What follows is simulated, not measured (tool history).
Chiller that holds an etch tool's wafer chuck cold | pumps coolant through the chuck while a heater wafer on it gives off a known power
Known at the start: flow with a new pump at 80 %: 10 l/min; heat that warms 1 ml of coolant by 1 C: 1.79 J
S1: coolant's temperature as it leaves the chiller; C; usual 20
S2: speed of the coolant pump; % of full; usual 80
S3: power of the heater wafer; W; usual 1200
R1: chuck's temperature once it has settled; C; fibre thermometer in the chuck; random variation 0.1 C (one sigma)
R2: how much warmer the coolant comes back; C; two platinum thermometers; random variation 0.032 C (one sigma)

{"run": 1, "day": 0.0, "S1": 20, "S2": 80, "S3": 1200, "R1": 29.4, "R2": 4.08}
{"run": 2, "day": 2.517, "S1": 20, "S2": 80, "S3": 1200, "R1": 29.5, "R2": 4.04}
{"run": 3, "day": 4.558, "S1": 20, "S2": 80, "S3": 1200, "R1": 29.4, "R2": 4.04}
{"run": 4, "day": 5.9, "S1": 20, "S2": 80, "S3": 1200, "R1": 29.2, "R2": 4.08}
{"run": 5, "day": 7.158, "S1": 20, "S2": 80, "S3": 1200, "R1": 29.3, "R2": 4.06}
{"run": 6, "day": 8.296, "S1": 20, "S2": 80, "S3": 1200, "R1": 29.3, "R2": 4.1}
{"run": 7, "day": 9.721, "S1": 20, "S2": 80, "S3": 1200, "R1": 29.6, "R2": 4.04}
{"run": 8, "day": 11.804, "S1": 20, "S2": 80, "S3": 1200, "R1": 29.3, "R2": 4.02}
{"run": 9, "day": 14.208, "S1": 15, "S2": 63, "S3": 842, "R1": 23.2, "R2": 3.73}
{"run": 10, "day": 16.329, "S1": 15, "S2": 63, "S3": 842, "R1": 23.4, "R2": 3.7}
{"run": 11, "day": 18.65, "S1": 18, "S2": 60, "S3": 887, "R1": 27.3, "R2": 4.2}
{"run": 12, "day": 20.625, "S1": 11, "S2": 67, "S3": 799, "R1": 18.6, "R2": 3.35}
{"run": 13, "day": 21.846, "S1": 11, "S2": 67, "S3": 799, "R1": 18.4, "R2": 3.33}
{"run": 14, "day": 23.558, "S1": 12, "S2": 80, "S3": 1200, "R1": 21.7, "R2": 4.09}
{"run": 15, "day": 24.854, "S1": 12, "S2": 91, "S3": 765, "R1": 17.2, "R2": 2.29}

The same runs without the tool's hidden state, with the same run-to-run variation:
The hidden state here: heat passed by the chuck's channels, % of clean ones'; flow at a given pump speed, % of a new pump's; coolant's true temperature over the reading, C; drift of the gauge itself on chuck_c, C; drift of the gauge itself on warmer_back_c, C.
run=1 R1=28.6 R2=4.05
run=2 R1=28.7 R2=4.01
run=3 R1=28.5 R2=4.00
run=4 R1=28.3 R2=4.03
run=5 R1=28.4 R2=4.01
run=6 R1=28.4 R2=4.05
run=7 R1=28.7 R2=3.99
run=8 R1=28.4 R2=3.96
run=9 R1=22.4 R2=3.66
run=10 R1=22.6 R2=3.63
run=11 R1=26.3 R2=4.12
run=12 R1=17.9 R2=3.28
run=13 R1=17.7 R2=3.25
run=14 R1=20.6 R2=3.99
run=15 R1=16.7 R2=2.23

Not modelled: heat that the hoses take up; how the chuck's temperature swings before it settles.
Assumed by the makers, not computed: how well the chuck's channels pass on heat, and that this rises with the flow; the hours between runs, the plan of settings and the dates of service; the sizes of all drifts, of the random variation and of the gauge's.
